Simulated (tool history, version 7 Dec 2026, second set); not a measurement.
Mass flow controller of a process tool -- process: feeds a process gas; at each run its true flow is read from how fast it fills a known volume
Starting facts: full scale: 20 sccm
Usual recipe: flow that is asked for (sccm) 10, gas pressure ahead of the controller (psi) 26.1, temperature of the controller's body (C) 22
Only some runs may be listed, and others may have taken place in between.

| run | hour | flow that is asked for (sccm) | gas pressure ahead of the controller (psi) | temperature of the controller's body (C) | true flow (%) |
|---|---|---|---|---|---|
| 1 | 0 | 10 | 26.1 | 22 | 100.93 |
| 2 | 232.9 | 10 | 26.1 | 24 | 100.71 |
|  | 435.5 | controller's zero set anew |
| 3 | 661.8 | 10 | 26.1 | 22 | 103.18 |
| 4 | 853.7 | 10 | 37.3 | 22 | 102.93 |
| 5 | 1139.8 | 10 | 26.1 | 22 | 103.25 |
| 6 | 1394.9 | 10 | 26.1 | 22 | 103.15 |
| 7 | 1668.8 | 10 | 26.1 | 22 | 103.26 |
| 8 | 1870.3 | 2 | 26.1 | 22 | 101.05 |
| 9 | 2176.9 | 10 | 23.6 | 34 | 102.08 |
| 10 | 2583.4 | 5 | 37.9 | 37 | 100.41 |
| 11 | 2772.7 | 8 | 27.7 | 35 | 101.69 |
| 12 | 3221.7 | 8 | 27.7 | 35 | 101.59 |
| 13 | 3641.1 | 8 | 27.7 | 39 | 101.18 |

Results for each run, recomputed without the tool's hidden state and with each run's random variation untouched:
The hidden state here: flow at rest that the sensor doesn't see, % of full scale; true flow over the shown one, %; drift of the gauge itself on true_pct, %.
| run | true flow (%) |
|---|---|
| 1 | 100.07 |
| 2 | 99.83 |
| 3 | 100.12 |
| 4 | 99.85 |
| 5 | 100.14 |
| 6 | 100 |
| 7 | 100.08 |
| 8 | 99.82 |
| 9 | 98.83 |
| 10 | 97.81 |
| 11 | 98.56 |
| 12 | 98.45 |
| 13 | 98.01 |
